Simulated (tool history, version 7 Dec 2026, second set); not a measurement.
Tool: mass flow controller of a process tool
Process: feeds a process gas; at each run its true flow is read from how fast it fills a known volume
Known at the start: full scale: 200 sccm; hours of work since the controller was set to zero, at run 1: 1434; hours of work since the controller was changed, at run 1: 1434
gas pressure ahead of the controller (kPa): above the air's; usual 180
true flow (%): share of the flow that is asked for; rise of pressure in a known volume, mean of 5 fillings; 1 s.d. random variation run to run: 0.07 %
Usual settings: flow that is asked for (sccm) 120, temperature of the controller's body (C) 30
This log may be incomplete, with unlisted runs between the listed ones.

run    hour  flow that is asked for (sccm)  gas pressure ahead of the controller (kPa)  temperature of the controller's body (C)  hours of work since the controller was set to zero  hours of work since the controller was changed  true flow (%)
  1       0                            120                                         180                                        30                                                1434                                            1434           99.2
  2    94.9                            120                                         180                                        30                                                1469                                            1469          99.13
  3   146.8                            120                                         180                                        30                                                1489                                            1489          99.15
  4   207.5                            120                                         180                                        30                                                1511                                            1511          99.19
  5   281.2                            120                                         180                                        39                                                1539                                            1539          98.09
  6   367.8                            120                                         180                                        39                                                1571                                            1571           98.1
  7   412.6                            120                                         180                                        31                                                1588                                            1588          98.94
  8   500.4                            120                                         180                                        31                                                1621                                            1621             99
  9   555.5                            120                                         180                                        31                                                1642                                            1642          99.01
 10   637.8                             38                                         180                                        30                                                1672                                            1672          99.71
 11   702.3                             38                                         180                                        30                                                1697                                            1697           99.7
 12   742.9                             38                                         180                                        30                                                1712                                            1712          99.83
 13   827.7                            120                                         214                                        30                                                1744                                            1744          99.27
 14   907.6                            120                                         180                                        35                                                1773                                            1773          98.46
 15  1001.1                            154                                         180                                        30                                                1808                                            1808          99.09
     1009.3  -- controller's zero set anew
 16  1060.1                            120                                         180                                        22                                                  19                                            1830         100.21
 17  1108.7                            120                                         180                                        22                                                  37                                            1849         100.16
 18  1193.8                            101                                         194                                        30                                                  69                                            1880          99.31
     1201.6  -- controller's zero set anew, once more
 19  1275.2                            101                                         194                                        30                                                  28                                            1911          98.75
 20  1344.4                             27                                         220                                        32                                                  53                                            1937           98.7
 21  1416.7                            102                                         220                                        31                                                  81                                            1964          98.74
 22  1498.6                             51                                         224                                        24                                                 111                                            1994          99.45
 23  1584.5                            120                                         191                                        30                                                 143                                            2027          98.62
 24  1648.7                            120                                         191                                        30                                                 167                                            2051          98.71
 25  1707.9                             54                                         205                                        28                                                 190                                            2073          98.97
 26    1756                             54                                         205                                        28                                                 208                                            2091          98.94
 27    1808                             54                                         205                                        28                                                 227                                            2110          99.12
 28  1884.9                             54                                         205                                        28                                                 256                                            2139          98.92
 29  1936.2                            120                                         182                                        30                                                 275                                            2158           98.7
 30  2017.8                             64                                         147                                        30                                                 306                                            2189           98.6
 31  2071.3                             64                                         147                                        30                                                 326                                            2209          98.46
 32  2136.1                            152                                         147                                        27                                                 350                                            2233          98.93
 33  2213.9                             67                                         275                                        31                                                 379                                            2262          98.92
 34  2266.4                             90                                         175                                        28                                                 399                                            2282          98.76

Hidden state or all else? Some run-to-run changes of true flow (%), split into what the settings, what came in and random variation would give without the hidden state, and what is left for the hidden state (with any gauge scatter that isn't in both results):
Unlogged tool condition in this case: flow at rest that the sensor doesn't see, % of full scale; true flow over the shown one, %; drift of the gauge itself on true_pct, %.
Run 4 -> 5: temperature of the controller's body (C) 30 -> 39. true flow (%) -1.1: hidden state -0.01, all else -1.09.
Run 9 -> 10: flow that is asked for (sccm) 120 -> 38, temperature of the controller's body (C) 31 -> 30. true flow (%) +0.7: hidden state +0.73, all else -0.03.
Run 12 -> 13: flow that is asked for (sccm) 38 -> 120, gas pressure ahead of the controller (kPa) 180 -> 214. true flow (%) -0.56: hidden state -0.75, all else +0.19.
Run 15 -> 16: flow that is asked for (sccm) 154 -> 120, temperature of the controller's body (C) 30 -> 22, controller's zero set anew. true flow (%) +1.12: hidden state +0.23, all else +0.89.
Run 17 -> 18: flow that is asked for (sccm) 120 -> 101, gas pressure ahead of the controller (kPa) 180 -> 194, temperature of the controller's body (C) 22 -> 30. true flow (%) -0.85: hidden state +0.1, all else -0.95.
Run 18 -> 19: controller's zero set anew, once more. true flow (%) -0.56: hidden state -0.6, all else +0.04.
